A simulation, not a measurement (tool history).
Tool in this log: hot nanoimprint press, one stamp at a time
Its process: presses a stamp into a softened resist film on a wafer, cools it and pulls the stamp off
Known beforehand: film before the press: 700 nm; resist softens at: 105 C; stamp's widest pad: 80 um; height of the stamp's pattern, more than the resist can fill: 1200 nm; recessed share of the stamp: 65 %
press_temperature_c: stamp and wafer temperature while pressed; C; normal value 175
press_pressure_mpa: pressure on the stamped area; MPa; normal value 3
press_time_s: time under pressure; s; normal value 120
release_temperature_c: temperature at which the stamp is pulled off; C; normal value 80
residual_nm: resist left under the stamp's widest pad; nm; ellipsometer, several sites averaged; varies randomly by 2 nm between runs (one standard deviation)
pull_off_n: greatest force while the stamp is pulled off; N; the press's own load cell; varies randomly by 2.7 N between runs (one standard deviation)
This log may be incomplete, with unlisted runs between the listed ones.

| run | day | press_temperature_c | press_pressure_mpa | press_time_s | release_temperature_c | residual_nm | pull_off_n |
|---|---|---|---|---|---|---|---|
| 1 | 0 | 175 | 3 | 120 | 80 | 422.9 | 120 |
| 2 | 2.938 | 175 | 3 | 120 | 80 | 415.4 | 125 |
| 3 | 4.738 | 175 | 4.17 | 120 | 80 | 372.5 | 125 |
| 4 | 7.667 | 175 | 3 | 122 | 80 | 415.2 | 125 |
| 5 | 10.083 | 175 | 3 | 120 | 80 | 417 | 121 |
|  | 10.746 | stamp cleaned and given a new release coat |
| 6 | 12.871 | 175 | 3 | 120 | 80 | 416.1 | 126 |
| 7 | 16.088 | 175 | 3 | 120 | 78 | 416.1 | 124 |
| 8 | 19.142 | 175 | 3 | 120 | 78 | 411.9 | 129 |
| 9 | 20.679 | 175 | 3 | 120 | 78 | 414.4 | 132 |
|  | 21.538 | stamp cleaned and given a new release coat |
| 10 | 22.883 | 175 | 3 | 120 | 78 | 413 | 128 |
| 11 | 25.688 | 175 | 3 | 120 | 78 | 414 | 129 |
| 12 | 28.571 | 175 | 2.99 | 120 | 80 | 416.2 | 123 |
|  | 29.758 | plate thermocouple calibrated |
| 13 | 31.062 | 175 | 2.99 | 120 | 80 | 411.3 | 124 |
|  | 32.533 | stamp cleaned and given a new release coat |
| 14 | 34.383 | 175 | 2.99 | 120 | 80 | 415.1 | 124 |
| 15 | 37.146 | 175 | 2.99 | 219 | 80 | 336.2 | 123 |
| 16 | 39.104 | 175 | 2.99 | 219 | 80 | 332.4 | 128 |
| 17 | 41.929 | 175 | 2.99 | 219 | 80 | 333.4 | 122 |
|  | 42.617 | press's hydraulic seals changed and the load cell set to zero |
|  | 43.625 | stamp cleaned and given a new release coat |
| 18 | 45.642 | 176 | 2.64 | 95 | 69 | 442.5 | 159 |

Estimate the outcome of run 19 from the log above:
| 19 | 47.35 | 176 | 2.64 | 95 | 69 | ? | ? |

{"run 19": {"residual_nm": 448.2, "pull_off_n": 157}}
If the tool had no hidden condition, the same run with the same run-to-run variation would have returned residual_nm 457.4 nm, pull_off_n 157 N.
